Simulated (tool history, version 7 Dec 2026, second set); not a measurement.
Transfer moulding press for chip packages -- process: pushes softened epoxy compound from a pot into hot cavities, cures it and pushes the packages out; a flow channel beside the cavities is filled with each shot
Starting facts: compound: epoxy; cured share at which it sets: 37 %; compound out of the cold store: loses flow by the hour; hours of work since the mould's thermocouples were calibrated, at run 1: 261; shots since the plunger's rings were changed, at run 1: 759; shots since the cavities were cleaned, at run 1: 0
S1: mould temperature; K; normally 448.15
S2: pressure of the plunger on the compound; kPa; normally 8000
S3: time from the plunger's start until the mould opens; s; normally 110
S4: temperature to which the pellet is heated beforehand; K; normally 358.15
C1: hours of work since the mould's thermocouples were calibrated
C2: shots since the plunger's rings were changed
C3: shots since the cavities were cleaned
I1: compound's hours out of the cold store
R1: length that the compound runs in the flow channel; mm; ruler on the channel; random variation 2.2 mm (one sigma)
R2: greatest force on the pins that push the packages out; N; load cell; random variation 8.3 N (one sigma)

run	hour	S1	S2	S3	S4	C1	C2	C3	I1	R1	R2
1	0	448.15	8000	110	358.15	261	759	0	40.1	571	363
2	79.5	448.15	8000	110	363.15	311	1615	856	44	565	504
# hour 108.2: cavities cleaned with cleaning compound and waxed
3	148.6	448.15	8000	110	363.15	354	2342	435	30.7	581	472
4	186.7	448.15	8000	110	363.15	378	2752	845	35.3	570	524
# hour 215.4: cavities cleaned with cleaning compound and waxed
# hour 221.6: plunger's sealing rings changed
# hour 262.3: mould's thermocouples calibrated
5	270.1	448.15	8000	110	363.15	5	500	540	17.4	624	479
# hour 332.6: cavities cleaned with cleaning compound and waxed
6	338.1	448.15	8000	110	362.15	47	1215	58	37.1	574	380
7	371.8	448.15	8000	110	362.15	68	1579	422	23.5	601	458
8	414	448.15	8000	110	362.15	95	2032	875	14.1	619	533
# hour 442.4: cavities cleaned with cleaning compound and waxed
9	498.9	448.15	8000	110	362.15	147	2930	608	36.3	563	477
# hour 513.7: plunger's sealing rings changed
10	550.4	448.15	8000	110	362.15	178	395	1136	25.8	606	570
# hour 555.8: cavities cleaned with cleaning compound and waxed
11	623.3	448.15	8000	110	362.15	223	1162	726	37.5	571	492
# hour 667.7: cavities cleaned with cleaning compound and waxed
12	677.2	448.15	8000	110	362.15	256	1727	102	9.9	638	393
13	749.4	448.15	8000	110	358.15	302	2503	878	44.1	549	516
# hour 776.9: cavities cleaned with cleaning compound and waxed
# hour 810.6: plunger's sealing rings changed
14	820.6	448.15	8000	110	358.15	344	108	444	25.2	606	476
15	876.1	448.15	8000	110	358.15	379	705	1041	46.4	562	527
# hour 890.8: cavities cleaned with cleaning compound and waxed
# hour 945.3: mould's thermocouples calibrated
16	949.5	448.15	8000	110	358.15	3	1458	610	40.9	566	489
17	998	448.15	7810	110	348.15	33	1979	1131	18	605	536
# hour 1004.3: cavities cleaned with cleaning compound and waxed
18	1076	448.15	7810	110	348.15	81	2803	772	21.7	595	498
# hour 1104.8: plunger's sealing rings changed
# hour 1120.3: cavities cleaned with cleaning compound and waxed
19	1135.8	450.15	8280	110	358.15	117	317	167	41.7	573	386
20	1216.9	450.15	8280	110	358.15	168	1190	1040	23.2	615	489
# hour 1229: cavities cleaned with cleaning compound and waxed
21	1295.8	450.15	8280	110	358.15	217	2023	719	20.2	616	481
# hour 1340.7: cavities cleaned with cleaning compound and waxed
22	1351.4	448.15	6990	121	358.15	251	2605	115	45.7	508	358
# hour 1397.3: plunger's sealing rings changed
23	1427.1	448.15	6990	121	358.15	297	320	902	34.4	547	496
# hour 1455.7: cavities cleaned with cleaning compound and waxed
24	1510.2	451.15	6990	116	358.15	348	1199	586	45.1	517	439
25	1555.4	444.15	6990	128	358.15	377	1685	1072	47.2	526	524
# hour 1566.4: cavities cleaned with cleaning compound and waxed
# hour 1627: mould's thermocouples calibrated
26	1642.4	451.15	8000	102	358.15	10	2584	797	32	569	497

4 ways to go on from here, each from the tool as it stands after run 26. What would each give?
# hour 1681.5: cavities cleaned with cleaning compound and waxed
# hour 1690.9: plunger's sealing rings changed
A	1722.2	451.15	8000	92	350.15	58	337	411	31.4	?	?
# hour 1681.5: cavities cleaned with cleaning compound and waxed
# hour 1690.9: plunger's sealing rings changed
B	1722.2	448.15	8000	97	358.15	58	337	411	25.6	?	?
# hour 1681.5: cavities cleaned with cleaning compound and waxed
# hour 1690.9: plunger's sealing rings changed
C	1722.2	450.15	8000	110	358.15	58	337	411	29.9	?	?
# hour 1681.5: cavities cleaned with cleaning compound and waxed
# hour 1690.9: plunger's sealing rings changed
D	1722.2	455.15	8000	90	363.15	58	337	411	17.7	?	?

run	R1	R2
A	587	514
B	608	540
C	592	444
D	609	461
The same runs, with their run-to-run variation unchanged, on a tool lacking any hidden condition would have given:
run	R1	R2
A	588	387
B	609	403
C	593	338
D	610	350
